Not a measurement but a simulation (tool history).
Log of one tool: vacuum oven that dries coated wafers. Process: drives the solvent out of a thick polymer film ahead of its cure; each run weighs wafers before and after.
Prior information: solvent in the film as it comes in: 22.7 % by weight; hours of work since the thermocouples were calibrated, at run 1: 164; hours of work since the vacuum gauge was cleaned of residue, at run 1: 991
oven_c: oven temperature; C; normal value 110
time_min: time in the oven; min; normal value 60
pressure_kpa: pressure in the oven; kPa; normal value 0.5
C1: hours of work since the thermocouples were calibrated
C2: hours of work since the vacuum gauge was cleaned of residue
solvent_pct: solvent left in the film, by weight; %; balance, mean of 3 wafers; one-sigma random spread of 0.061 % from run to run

run 1 day=0 | oven_c=110 time_min=60 pressure_kpa=0.5 | C1=164 C2=991 | solvent_pct=3.93
run 2 day=2.45 | oven_c=110 time_min=60 pressure_kpa=0.5 | C1=197 C2=1024 | solvent_pct=4.09
run 3 day=3.579 | oven_c=110 time_min=60 pressure_kpa=0.5 | C1=212 C2=1040 | solvent_pct=4.11
run 4 day=5.621 | oven_c=110 time_min=60 pressure_kpa=0.5 | C1=240 C2=1067 | solvent_pct=4.16
run 5 day=6.958 | oven_c=110 time_min=60 pressure_kpa=0.842 | C1=258 C2=1085 | solvent_pct=4.38
run 6 day=8.304 | oven_c=121 time_min=60 pressure_kpa=0.5 | C1=276 C2=1104 | solvent_pct=1.07
run 7 day=10.012 | oven_c=125 time_min=60 pressure_kpa=0.5 | C1=299 C2=1127 | solvent_pct=0.63
run 8 day=12.288 | oven_c=125 time_min=37 pressure_kpa=0.5 | C1=330 C2=1157 | solvent_pct=1.65
run 9 day=13.996 | oven_c=125 time_min=37 pressure_kpa=0.5 | C1=353 C2=1180 | solvent_pct=1.75
run 10 day=16.521 | oven_c=110 time_min=60 pressure_kpa=0.5 | C1=387 C2=1214 | solvent_pct=4.2
-- day=16.788 oven's thermocouples calibrated
run 11 day=19.154 | oven_c=110 time_min=60 pressure_kpa=0.5 | C1=32 C2=1249 | solvent_pct=4.31
run 12 day=20.383 | oven_c=110 time_min=60 pressure_kpa=0.5 | C1=49 C2=1266 | solvent_pct=4.26
run 13 day=22.433 | oven_c=121 time_min=60 pressure_kpa=0.5 | C1=76 C2=1293 | solvent_pct=1.24
-- day=22.667 oven's thermocouples calibrated, once more
run 14 day=24.158 | oven_c=121 time_min=60 pressure_kpa=0.5 | C1=20 C2=1315 | solvent_pct=0.91
run 15 day=26.608 | oven_c=121 time_min=60 pressure_kpa=0.5 | C1=53 C2=1348 | solvent_pct=0.95
run 16 day=28.375 | oven_c=108 time_min=54 pressure_kpa=0.5 | C1=77 C2=1372 | solvent_pct=5.31
run 17 day=30.954 | oven_c=95 time_min=54 pressure_kpa=1.568 | C1=112 C2=1407 | solvent_pct=11.9
run 18 day=33.058 | oven_c=95 time_min=54 pressure_kpa=1.568 | C1=140 C2=1436 | solvent_pct=11.7
run 19 day=34.875 | oven_c=122 time_min=36 pressure_kpa=0.412 | C1=165 C2=1460 | solvent_pct=2.24
run 20 day=36.858 | oven_c=110 time_min=33 pressure_kpa=0.361 | C1=192 C2=1487 | solvent_pct=7.55
run 21 day=38.508 | oven_c=120 time_min=56 pressure_kpa=0.519 | C1=214 C2=1509 | solvent_pct=1.35
run 22 day=41.129 | oven_c=107 time_min=42 pressure_kpa=0.348 | C1=249 C2=1545 | solvent_pct=7.42
run 23 day=42.858 | oven_c=110 time_min=47 pressure_kpa=0.573 | C1=273 C2=1568 | solvent_pct=5.5
run 24 day=45.288 | oven_c=110 time_min=60 pressure_kpa=0.966 | C1=306 C2=1601 | solvent_pct=4.32
run 25 day=47.279 | oven_c=110 time_min=60 pressure_kpa=0.966 | C1=332 C2=1628 | solvent_pct=4.15
run 26 day=48.479 | oven_c=110 time_min=60 pressure_kpa=0.966 | C1=349 C2=1644 | solvent_pct=4.28
run 27 day=50.65 | oven_c=125 time_min=54 pressure_kpa=1.938 | C1=378 C2=1673 | solvent_pct=1.54

Here are 3 independent what-if runs from the current tool condition. What would each one return?
run A day=53.125 | oven_c=110 time_min=54 pressure_kpa=0.5 | C1=411 C2=1707 | solvent_pct=?
run B day=53.125 | oven_c=125 time_min=79 pressure_kpa=1.174 | C1=411 C2=1707 | solvent_pct=?
run C day=53.125 | oven_c=110 time_min=60 pressure_kpa=0.76 | C1=411 C2=1707 | solvent_pct=?

run=A solvent_pct=4.48
run=B solvent_pct=0.84
run=C solvent_pct=4.24
What these runs would have given with no unlogged condition in the tool:
run=A solvent_pct=3.9
run=B solvent_pct=0.51
run=C solvent_pct=3.64
